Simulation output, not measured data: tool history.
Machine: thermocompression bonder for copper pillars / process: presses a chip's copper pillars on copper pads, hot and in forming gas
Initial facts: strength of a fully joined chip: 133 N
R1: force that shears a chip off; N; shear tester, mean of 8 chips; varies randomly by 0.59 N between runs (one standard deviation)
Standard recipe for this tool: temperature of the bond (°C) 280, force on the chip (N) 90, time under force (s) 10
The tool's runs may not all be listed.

{"run": 1, "day": 0.0, "temperature of the bond (°C)": 280, "force on the chip (N)": 90, "time under force (s)": 10, "R1": 55.1}
{"run": 2, "day": 0.3, "temperature of the bond (°C)": 280, "force on the chip (N)": 90, "time under force (s)": 10, "R1": 54.3}
{"run": 3, "day": 0.504, "temperature of the bond (°C)": 280, "force on the chip (N)": 90, "time under force (s)": 10, "R1": 54.6}
{"run": 4, "day": 0.817, "temperature of the bond (°C)": 280, "force on the chip (N)": 90, "time under force (s)": 10, "R1": 53.9}
{"run": 5, "day": 1.154, "temperature of the bond (°C)": 280, "force on the chip (N)": 90, "time under force (s)": 10, "R1": 55.5}
{"run": 6, "day": 1.429, "temperature of the bond (°C)": 280, "force on the chip (N)": 90, "time under force (s)": 10, "R1": 55}
{"run": 7, "day": 1.796, "temperature of the bond (°C)": 280, "force on the chip (N)": 90, "time under force (s)": 13, "R1": 61.3}
{"run": 8, "day": 1.967, "temperature of the bond (°C)": 280, "force on the chip (N)": 90, "time under force (s)": 13, "R1": 61.2}
{"run": 9, "day": 2.171, "temperature of the bond (°C)": 280, "force on the chip (N)": 90, "time under force (s)": 13, "R1": 60.4}
{"run": 10, "day": 2.379, "temperature of the bond (°C)": 280, "force on the chip (N)": 90, "time under force (s)": 13, "R1": 60}
{"run": 11, "day": 2.592, "temperature of the bond (°C)": 280, "force on the chip (N)": 90, "time under force (s)": 13, "R1": 60.3}
{"run": 12, "day": 2.85, "temperature of the bond (°C)": 280, "force on the chip (N)": 74, "time under force (s)": 13, "R1": 52.8}
{"run": 13, "day": 3.188, "temperature of the bond (°C)": 280, "force on the chip (N)": 74, "time under force (s)": 13, "R1": 51.4}
{"run": 14, "day": 3.412, "temperature of the bond (°C)": 280, "force on the chip (N)": 74, "time under force (s)": 13, "R1": 52.6}
{"run": 15, "day": 3.775, "temperature of the bond (°C)": 280, "force on the chip (N)": 74, "time under force (s)": 13, "R1": 52.2}
{"run": 16, "day": 4.05, "temperature of the bond (°C)": 280, "force on the chip (N)": 74, "time under force (s)": 13, "R1": 52.4}
{"run": 17, "day": 4.242, "temperature of the bond (°C)": 280, "force on the chip (N)": 74, "time under force (s)": 13, "R1": 52.8}
{"run": 18, "day": 4.65, "temperature of the bond (°C)": 280, "force on the chip (N)": 74, "time under force (s)": 13, "R1": 52.3}
{"run": 19, "day": 4.95, "temperature of the bond (°C)": 280, "force on the chip (N)": 74, "time under force (s)": 13, "R1": 52}
{"run": 20, "day": 5.179, "temperature of the bond (°C)": 280, "force on the chip (N)": 74, "time under force (s)": 13, "R1": 51.8}
{"day": 5.262, "done": "force cell calibrated"}
{"run": 21, "day": 5.462, "temperature of the bond (°C)": 280, "force on the chip (N)": 74, "time under force (s)": 13, "R1": 52.2}
{"run": 22, "day": 5.692, "temperature of the bond (°C)": 280, "force on the chip (N)": 74, "time under force (s)": 13, "R1": 51.2}
{"day": 5.996, "done": "force cell calibrated, once more"}
{"run": 23, "day": 6.021, "temperature of the bond (°C)": 284, "force on the chip (N)": 56, "time under force (s)": 6, "R1": 32.4}
{"run": 24, "day": 6.346, "temperature of the bond (°C)": 297, "force on the chip (N)": 97, "time under force (s)": 9, "R1": 63.7}
{"run": 25, "day": 6.512, "temperature of the bond (°C)": 297, "force on the chip (N)": 97, "time under force (s)": 9, "R1": 65.1}
{"run": 26, "day": 6.9, "temperature of the bond (°C)": 272, "force on the chip (N)": 104, "time under force (s)": 29, "R1": 76.2}
{"run": 27, "day": 7.175, "temperature of the bond (°C)": 272, "force on the chip (N)": 96, "time under force (s)": 29, "R1": 72.5}
{"run": 28, "day": 7.371, "temperature of the bond (°C)": 268, "force on the chip (N)": 90, "time under force (s)": 19, "R1": 57.5}
{"run": 29, "day": 7.604, "temperature of the bond (°C)": 268, "force on the chip (N)": 57, "time under force (s)": 19, "R1": 43}
{"run": 30, "day": 7.871, "temperature of the bond (°C)": 308, "force on the chip (N)": 69, "time under force (s)": 11, "R1": 63}
{"run": 31, "day": 8.183, "temperature of the bond (°C)": 305, "force on the chip (N)": 112, "time under force (s)": 7, "R1": 69}
{"run": 32, "day": 8.412, "temperature of the bond (°C)": 284, "force on the chip (N)": 111, "time under force (s)": 13, "R1": 67.7}
{"run": 33, "day": 8.604, "temperature of the bond (°C)": 298, "force on the chip (N)": 68, "time under force (s)": 12, "R1": 57.7}
{"run": 34, "day": 8.921, "temperature of the bond (°C)": 298, "force on the chip (N)": 68, "time under force (s)": 12, "R1": 57.8}
{"run": 35, "day": 9.167, "temperature of the bond (°C)": 298, "force on the chip (N)": 104, "time under force (s)": 7, "R1": 61.2}
{"run": 36, "day": 9.558, "temperature of the bond (°C)": 298, "force on the chip (N)": 104, "time under force (s)": 7, "R1": 60.8}
{"run": 37, "day": 9.883, "temperature of the bond (°C)": 258, "force on the chip (N)": 109, "time under force (s)": 14, "R1": 49.6}
{"run": 38, "day": 10.138, "temperature of the bond (°C)": 258, "force on the chip (N)": 109, "time under force (s)": 14, "R1": 49.8}
{"run": 39, "day": 10.433, "temperature of the bond (°C)": 258, "force on the chip (N)": 109, "time under force (s)": 14, "R1": 50.4}

Branching from run 39: 5 alternative next runs. What would each branch give?
{"run": "A", "day": 10.775, "temperature of the bond (°C)": 282, "force on the chip (N)": 91, "time under force (s)": 10, "R1": "?"}
{"run": "B", "day": 10.775, "temperature of the bond (°C)": 280, "force on the chip (N)": 124, "time under force (s)": 12, "R1": "?"}
{"run": "C", "day": 10.775, "temperature of the bond (°C)": 258, "force on the chip (N)": 63, "time under force (s)": 14, "R1": "?"}
{"run": "D", "day": 10.775, "temperature of the bond (°C)": 280, "force on the chip (N)": 122, "time under force (s)": 10, "R1": "?"}
{"run": "E", "day": 10.775, "temperature of the bond (°C)": 262, "force on the chip (N)": 109, "time under force (s)": 17, "R1": "?"}

run=A R1=52.6
run=B R1=66
run=C R1=34.2
run=D R1=62.1
run=E R1=57.2
Stripped of hidden state, with their random variation kept, the same runs would have yielded:
run=A R1=58.7
run=B R1=73.2
run=C R1=38.7
run=D R1=69
run=E R1=63.9

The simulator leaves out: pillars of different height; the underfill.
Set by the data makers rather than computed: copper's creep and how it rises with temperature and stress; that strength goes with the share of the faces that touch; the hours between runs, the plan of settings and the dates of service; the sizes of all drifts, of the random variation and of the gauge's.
